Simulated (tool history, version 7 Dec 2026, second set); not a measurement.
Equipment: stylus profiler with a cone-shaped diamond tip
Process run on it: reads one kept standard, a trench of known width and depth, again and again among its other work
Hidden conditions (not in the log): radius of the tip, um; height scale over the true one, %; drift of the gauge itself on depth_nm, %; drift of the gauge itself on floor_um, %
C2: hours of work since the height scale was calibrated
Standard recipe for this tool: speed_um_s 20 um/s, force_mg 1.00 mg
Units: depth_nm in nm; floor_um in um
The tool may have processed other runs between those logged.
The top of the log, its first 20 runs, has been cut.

run 21 day=36.292 | speed_um_s=10 force_mg=1.00 | scans_with_this_tip=8454 C2=760 | depth_nm=100.93 floor_um=17.66
run 22 day=37.562 | speed_um_s=71 force_mg=2.86 | scans_with_this_tip=8591 C2=773 | depth_nm=101.66 floor_um=17.45
run 23 day=40.200 | speed_um_s=35 force_mg=0.48 | scans_with_this_tip=8875 C2=798 | depth_nm=100.73 floor_um=17.45
run 24 day=41.921 | speed_um_s=35 force_mg=0.48 | scans_with_this_tip=9061 C2=815 | depth_nm=100.75 floor_um=17.44
run 25 day=43.712 | speed_um_s=18 force_mg=2.08 | scans_with_this_tip=9254 C2=832 | depth_nm=101.41 floor_um=17.57
run 26 day=45.354 | speed_um_s=34 force_mg=1.37 | scans_with_this_tip=9431 C2=848 | depth_nm=101.10 floor_um=17.46
-- day=45.488 height scale calibrated on a step standard
run 27 day=46.458 | speed_um_s=9 force_mg=0.89 | scans_with_this_tip=9548 C2=9 | depth_nm=101.02 floor_um=17.56
run 28 day=48.717 | speed_um_s=6 force_mg=2.01 | scans_with_this_tip=9792 C2=31 | depth_nm=101.51 floor_um=17.58
run 29 day=50.608 | speed_um_s=11 force_mg=1.00 | scans_with_this_tip=9996 C2=50 | depth_nm=101.14 floor_um=17.55
run 30 day=52.179 | speed_um_s=15 force_mg=0.78 | scans_with_this_tip=10165 C2=65 | depth_nm=101.02 floor_um=17.52
run 31 day=54.267 | speed_um_s=15 force_mg=0.78 | scans_with_this_tip=10390 C2=85 | depth_nm=101.04 floor_um=17.57
run 32 day=55.358 | speed_um_s=51 force_mg=0.67 | scans_with_this_tip=10508 C2=96 | depth_nm=101.02 floor_um=17.32
run 33 day=57.258 | speed_um_s=7 force_mg=2.14 | scans_with_this_tip=10713 C2=114 | depth_nm=101.58 floor_um=17.50
run 34 day=58.417 | speed_um_s=9 force_mg=0.92 | scans_with_this_tip=10838 C2=125 | depth_nm=101.10 floor_um=17.54
-- day=58.833 height scale calibrated on a step standard, once more
run 35 day=60.467 | speed_um_s=76 force_mg=0.36 | scans_with_this_tip=11057 C2=16 | depth_nm=100.34 floor_um=17.06
run 36 day=62.288 | speed_um_s=7 force_mg=0.43 | scans_with_this_tip=11253 C2=34 | depth_nm=100.39 floor_um=17.52
run 37 day=63.750 | speed_um_s=22 force_mg=0.45 | scans_with_this_tip=11411 C2=48 | depth_nm=100.39 floor_um=17.38
run 38 day=65.246 | speed_um_s=22 force_mg=0.56 | scans_with_this_tip=11572 C2=62 | depth_nm=100.47 floor_um=17.42
run 39 day=66.475 | speed_um_s=6 force_mg=0.54 | scans_with_this_tip=11705 C2=74 | depth_nm=100.46 floor_um=17.51
run 40 day=68.262 | speed_um_s=36 force_mg=1.57 | scans_with_this_tip=11897 C2=91 | depth_nm=100.94 floor_um=17.39
run 41 day=70.608 | speed_um_s=7 force_mg=1.68 | scans_with_this_tip=12151 C2=114 | depth_nm=100.92 floor_um=17.46
run 42 day=72.692 | speed_um_s=7 force_mg=1.68 | scans_with_this_tip=12375 C2=134 | depth_nm=100.97 floor_um=17.44

Consider 5 possible next runs. They are alternatives, not a sequence: every one starts from the tool as it was left by run 42. What does each give?
run A day=75.133 | speed_um_s=8 force_mg=0.38 | scans_with_this_tip=12639 C2=158 | depth_nm=? floor_um=?
run B day=75.133 | speed_um_s=54 force_mg=0.59 | scans_with_this_tip=12639 C2=158 | depth_nm=? floor_um=?
run C day=75.133 | speed_um_s=20 force_mg=0.67 | scans_with_this_tip=12639 C2=158 | depth_nm=? floor_um=?
run D day=75.133 | speed_um_s=8 force_mg=0.59 | scans_with_this_tip=12639 C2=158 | depth_nm=? floor_um=?
run E day=75.133 | speed_um_s=7 force_mg=0.59 | scans_with_this_tip=12639 C2=158 | depth_nm=? floor_um=?

run=A depth_nm=100.45 floor_um=17.45
run=B depth_nm=100.51 floor_um=17.25
run=C depth_nm=100.53 floor_um=17.43
run=D depth_nm=100.48 floor_um=17.42
run=E depth_nm=100.55 floor_um=17.47
Had the tool no hidden state, the same runs would have come out as:
run=A depth_nm=100.39 floor_um=17.98
run=B depth_nm=100.45 floor_um=17.77
run=C depth_nm=100.47 floor_um=17.95
run=D depth_nm=100.42 floor_um=17.95
run=E depth_nm=100.49 floor_um=17.99
